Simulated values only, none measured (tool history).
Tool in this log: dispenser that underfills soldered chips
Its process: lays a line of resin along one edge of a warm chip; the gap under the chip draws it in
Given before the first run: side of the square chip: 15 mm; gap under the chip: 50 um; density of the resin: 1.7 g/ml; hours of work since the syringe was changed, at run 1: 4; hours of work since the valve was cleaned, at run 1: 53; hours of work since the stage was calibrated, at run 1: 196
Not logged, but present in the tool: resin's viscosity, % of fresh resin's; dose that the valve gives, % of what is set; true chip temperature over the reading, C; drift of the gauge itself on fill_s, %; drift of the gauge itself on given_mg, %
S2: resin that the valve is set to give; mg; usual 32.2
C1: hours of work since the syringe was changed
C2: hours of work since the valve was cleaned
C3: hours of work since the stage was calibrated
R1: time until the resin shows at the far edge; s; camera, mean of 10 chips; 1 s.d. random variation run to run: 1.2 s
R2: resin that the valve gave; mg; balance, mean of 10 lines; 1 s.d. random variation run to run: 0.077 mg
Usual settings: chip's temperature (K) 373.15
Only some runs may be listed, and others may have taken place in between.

Run 1, hour 0: usual settings; C1 4; C2 53; C3 196. Result: R1 159.1 s, R2 31.18 mg.
At hour 5.2: new syringe of resin.
At hour 16.4: new syringe of resin.
Run 2, hour 17.6: usual settings; C1 1; C2 64; C3 207. Result: R1 126.9 s, R2 30.95 mg.
At hour 20.8: dispensing valve cleaned and set on the balance.
At hour 28.5: new syringe of resin.
Run 3, hour 34.3: usual settings but chip's temperature (K) 384.15; C1 4; C2 9; C3 217. Result: R1 101.2 s, R2 32.12 mg.
At hour 39.5: new syringe of resin.
At hour 51.3: new syringe of resin.
Run 4, hour 51.3: usual settings but chip's temperature (K) 384.15; C1 0; C2 20; C3 228. Result: R1 77 s, R2 31.97 mg.
Run 5, hour 59.1: usual settings but chip's temperature (K) 384.15; C1 5; C2 25; C3 233. Result: R1 108.8 s, R2 31.68 mg.
At hour 63.1: new syringe of resin.
Run 6, hour 70.9: usual settings but chip's temperature (K) 384.15; C1 5; C2 32; C3 241. Result: R1 110.8 s, R2 31.75 mg.
At hour 75.1: new syringe of resin.
At hour 86.5: new syringe of resin.
Run 7, hour 86.5: usual settings; C1 0; C2 42; C3 251. Result: R1 121.9 s, R2 31.38 mg.
At hour 97.7: new syringe of resin.
Run 8, hour 99.3: usual settings; C1 1; C2 51; C3 259. Result: R1 133.8 s, R2 31.16 mg.
At hour 108.9: new syringe of resin.
Run 9, hour 115.8: usual settings; C1 5; C2 61; C3 270. Result: R1 165.8 s, R2 31.06 mg.
At hour 120.3: new syringe of resin.
At hour 123.5: dispensing valve cleaned and set on the balance.
Run 10, hour 130: usual settings; C1 6; C2 4; C3 278. Result: R1 176.4 s, R2 32.14 mg.
At hour 132.8: new syringe of resin.
Run 11, hour 137.8: usual settings but chip's temperature (K) 388.15; C1 3; C2 9; C3 283. Result: R1 81.9 s, R2 32.04 mg.
At hour 144.2: new syringe of resin.
Run 12, hour 149.4: usual settings but chip's temperature (K) 388.15; C1 3; C2 17; C3 291. Result: R1 84.3 s, R2 31.81 mg.
At hour 156.5: new syringe of resin.
Run 13, hour 163.1: usual settings but chip's temperature (K) 388.15, S2 29.4 mg; C1 4; C2 26; C3 299. Result: R1 90.4 s, R2 28.94 mg.
At hour 167.8: new syringe of resin.
Run 14, hour 170.8: usual settings but chip's temperature (K) 361.15; C1 2; C2 30; C3 304. Result: R1 248.1 s, R2 31.59 mg.
At hour 178.8: new syringe of resin.
Run 15, hour 187.4: usual settings but chip's temperature (K) 384.15; C1 6; C2 41; C3 315. Result: R1 113.6 s, R2 31.38 mg.
At hour 190: new syringe of resin.
Run 16, hour 195.7: usual settings but chip's temperature (K) 387.15, S2 37.9 mg; C1 4; C2 46; C3 320. Result: R1 88.5 s, R2 36.76 mg.
At hour 201.3: new syringe of resin.
At hour 213.2: new syringe of resin.
Run 17, hour 213.5: usual settings but chip's temperature (K) 385.15, S2 30.8 mg; C1 0; C2 58; C3 332. Result: R1 79.2 s, R2 29.74 mg.
At hour 224.7: new syringe of resin.
At hour 227.4: dispensing valve cleaned and set on the balance.
Run 18, hour 229: usual settings but chip's temperature (K) 385.15, S2 30.8 mg; C1 2; C2 1; C3 341. Result: R1 88 s, R2 30.77 mg.
At hour 237.3: new syringe of resin.
Run 19, hour 240.3: usual settings but chip's temperature (K) 385.15, S2 30.8 mg; C1 2; C2 8; C3 348. Result: R1 86.1 s, R2 30.65 mg.
At hour 248.5: new syringe of resin.
Run 20, hour 258.2: usual settings but chip's temperature (K) 358.15, S2 41.6 mg; C1 6; C2 20; C3 360. Result: R1 357.6 s, R2 41.15 mg.
At hour 259.8: new syringe of resin.
At hour 271.5: new syringe of resin.
Run 21, hour 275.3: usual settings but S2 37.5 mg; C1 3; C2 31; C3 371. Result: R1 142.8 s, R2 36.74 mg.
At hour 283.3: new syringe of resin.
Run 22, hour 284.9: usual settings but chip's temperature (K) 385.15, S2 27.6 mg; C1 1; C2 37; C3 377. Result: R1 84.6 s, R2 26.94 mg.
At hour 295: new syringe of resin.
Run 23, hour 298.9: usual settings but chip's temperature (K) 387.15, S2 31.8 mg; C1 3; C2 46; C3 386. Result: R1 82.6 s, R2 30.87 mg.
At hour 306.9: new syringe of resin.
Run 24, hour 311.2: usual settings but chip's temperature (K) 365.15, S2 36.5 mg; C1 3; C2 54; C3 394. Result: R1 212 s, R2 35.13 mg.

Results for each run, recomputed without the tool's hidden state and with each run's random variation untouched:
run     R1     R2
  1  118.8  32.28
  2  118.3  32.29
  3   77.1  32.22
  4   74.5  32.27
  5   75.5  32.08
  6   76.5  32.31
  7  119.2  32.16
  8  119.9  32.12
  9  118.1  32.24
 10  117.3  32.26
 11   65.5  32.27
 12   64.7  32.19
 13   66.2  29.45
 14  205.9  32.25
 15   76.6  32.26
 16   67.1  37.93
 17   74.1  30.91
 18   73.7  30.74
 19   73.5  30.77
 20  224.2  41.64
 21  116.1  37.44
 22   74.4  27.56
 23   66.5  31.77
 24    168  36.35
